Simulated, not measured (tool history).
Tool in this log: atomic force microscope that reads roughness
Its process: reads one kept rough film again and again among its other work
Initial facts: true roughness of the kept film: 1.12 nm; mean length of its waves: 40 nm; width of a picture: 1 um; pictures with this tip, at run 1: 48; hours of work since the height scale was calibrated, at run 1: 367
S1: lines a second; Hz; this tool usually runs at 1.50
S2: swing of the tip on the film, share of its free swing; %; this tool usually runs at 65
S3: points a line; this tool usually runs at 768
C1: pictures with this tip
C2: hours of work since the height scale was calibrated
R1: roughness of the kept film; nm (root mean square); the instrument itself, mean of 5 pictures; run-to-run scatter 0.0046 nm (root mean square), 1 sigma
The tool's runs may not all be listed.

run 1 day=0.000 | S1=1.50 S2=65 S3=768 | C1=48 C2=367 | R1=1.051
run 2 day=0.471 | S1=1.50 S2=65 S3=300 | C1=61 C2=374 | R1=1.036
run 3 day=0.862 | S1=1.50 S2=65 S3=300 | C1=72 C2=379 | R1=1.036
run 4 day=1.592 | S1=1.50 S2=65 S3=300 | C1=93 C2=389 | R1=1.027
run 5 day=1.942 | S1=1.50 S2=65 S3=300 | C1=103 C2=393 | R1=1.031
run 6 day=2.529 | S1=1.50 S2=65 S3=300 | C1=119 C2=401 | R1=1.012
-- day=2.900 new tip fitted
run 7 day=3.258 | S1=1.50 S2=65 S3=768 | C1=10 C2=411 | R1=1.066
run 8 day=4.092 | S1=1.50 S2=65 S3=961 | C1=33 C2=422 | R1=1.075
run 9 day=4.908 | S1=1.93 S2=65 S3=768 | C1=56 C2=433 | R1=1.056
run 10 day=5.250 | S1=1.50 S2=65 S3=768 | C1=66 C2=438 | R1=1.051
run 11 day=5.812 | S1=1.50 S2=65 S3=768 | C1=82 C2=445 | R1=1.039
run 12 day=6.575 | S1=1.50 S2=65 S3=768 | C1=103 C2=455 | R1=1.037
run 13 day=6.979 | S1=1.50 S2=65 S3=354 | C1=114 C2=461 | R1=1.018
run 14 day=7.317 | S1=1.97 S2=65 S3=354 | C1=124 C2=465 | R1=1.004
-- day=7.479 new tip fitted
run 15 day=7.996 | S1=1.97 S2=65 S3=354 | C1=14 C2=474 | R1=1.053
run 16 day=8.333 | S1=1.50 S2=65 S3=273 | C1=24 C2=479 | R1=1.054
run 17 day=8.888 | S1=1.50 S2=65 S3=273 | C1=39 C2=486 | R1=1.055
run 18 day=9.692 | S1=1.50 S2=65 S3=273 | C1=62 C2=497 | R1=1.036
run 19 day=10.375 | S1=1.50 S2=65 S3=273 | C1=81 C2=506 | R1=1.037
run 20 day=11.112 | S1=1.50 S2=65 S3=273 | C1=102 C2=516 | R1=1.016
run 21 day=11.671 | S1=1.50 S2=65 S3=273 | C1=117 C2=524 | R1=1.015
-- day=12.079 new tip fitted
run 22 day=12.100 | S1=1.50 S2=65 S3=768 | C1=1 C2=529 | R1=1.081
run 23 day=12.758 | S1=1.50 S2=65 S3=768 | C1=19 C2=538 | R1=1.073
run 24 day=13.462 | S1=1.50 S2=65 S3=768 | C1=39 C2=548 | R1=1.061
run 25 day=14.196 | S1=1.50 S2=65 S3=768 | C1=60 C2=557 | R1=1.048
run 26 day=14.692 | S1=1.50 S2=65 S3=354 | C1=74 C2=564 | R1=1.044
run 27 day=15.092 | S1=2.60 S2=67 S3=418 | C1=85 C2=570 | R1=1.009
run 28 day=15.671 | S1=0.54 S2=89 S3=418 | C1=101 C2=577 | R1=1.031
run 29 day=16.112 | S1=0.54 S2=89 S3=418 | C1=113 C2=583 | R1=1.019
-- day=16.679 new tip fitted
run 30 day=16.679 | S1=0.68 S2=84 S3=502 | C1=0 C2=591 | R1=1.065
run 31 day=17.067 | S1=3.66 S2=69 S3=768 | C1=11 C2=596 | R1=1.017
run 32 day=17.854 | S1=1.50 S2=60 S3=768 | C1=33 C2=606 | R1=1.068
run 33 day=18.433 | S1=2.40 S2=65 S3=768 | C1=49 C2=614 | R1=1.043
run 34 day=18.883 | S1=0.55 S2=57 S3=713 | C1=62 C2=620 | R1=1.060
run 35 day=19.279 | S1=0.55 S2=57 S3=713 | C1=73 C2=626 | R1=1.064
run 36 day=19.775 | S1=0.55 S2=57 S3=713 | C1=87 C2=632 | R1=1.056
run 37 day=20.600 | S1=1.36 S2=65 S3=880 | C1=110 C2=643 | R1=1.033
run 38 day=21.162 | S1=0.98 S2=74 S3=360 | C1=125 C2=651 | R1=1.020
-- day=21.258 new tip fitted
run 39 day=21.800 | S1=0.76 S2=65 S3=768 | C1=15 C2=659 | R1=1.085
run 40 day=22.233 | S1=2.34 S2=86 S3=768 | C1=27 C2=665 | R1=0.981
run 41 day=22.742 | S1=2.04 S2=69 S3=1004 | C1=41 C2=672 | R1=1.037
run 42 day=23.117 | S1=2.04 S2=69 S3=1004 | C1=52 C2=677 | R1=1.046
run 43 day=23.583 | S1=2.04 S2=69 S3=1004 | C1=65 C2=683 | R1=1.036
run 44 day=24.417 | S1=1.50 S2=74 S3=690 | C1=88 C2=694 | R1=1.019
run 45 day=24.954 | S1=1.50 S2=79 S3=797 | C1=103 C2=702 | R1=1.015
run 46 day=25.296 | S1=1.36 S2=74 S3=768 | C1=113 C2=706 | R1=1.025
-- day=25.883 new tip fitted
run 47 day=25.883 | S1=1.36 S2=74 S3=768 | C1=0 C2=714 | R1=1.071
run 48 day=26.567 | S1=1.51 S2=76 S3=908 | C1=19 C2=723 | R1=1.043
run 49 day=26.917 | S1=0.52 S2=61 S3=822 | C1=29 C2=728 | R1=1.075
run 50 day=27.538 | S1=0.65 S2=64 S3=822 | C1=46 C2=736 | R1=1.072
run 51 day=27.938 | S1=1.24 S2=55 S3=381 | C1=57 C2=741 | R1=1.060
run 52 day=28.358 | S1=0.92 S2=67 S3=797 | C1=69 C2=747 | R1=1.051

Predict each of these 3 candidate next runs independently; none follows another, all start after run 52:
run A day=28.704 | S1=1.50 S2=60 S3=768 | C1=79 C2=752 | R1=?
run B day=28.704 | S1=2.63 S2=64 S3=643 | C1=79 C2=752 | R1=?
run C day=28.704 | S1=0.77 S2=69 S3=859 | C1=79 C2=752 | R1=?

run=A R1=1.050
run=B R1=1.035
run=C R1=1.053
Take away the tool's hidden state, keep each run's random variation, and the runs would have read:
run=A R1=1.086
run=B R1=1.071
run=C R1=1.089
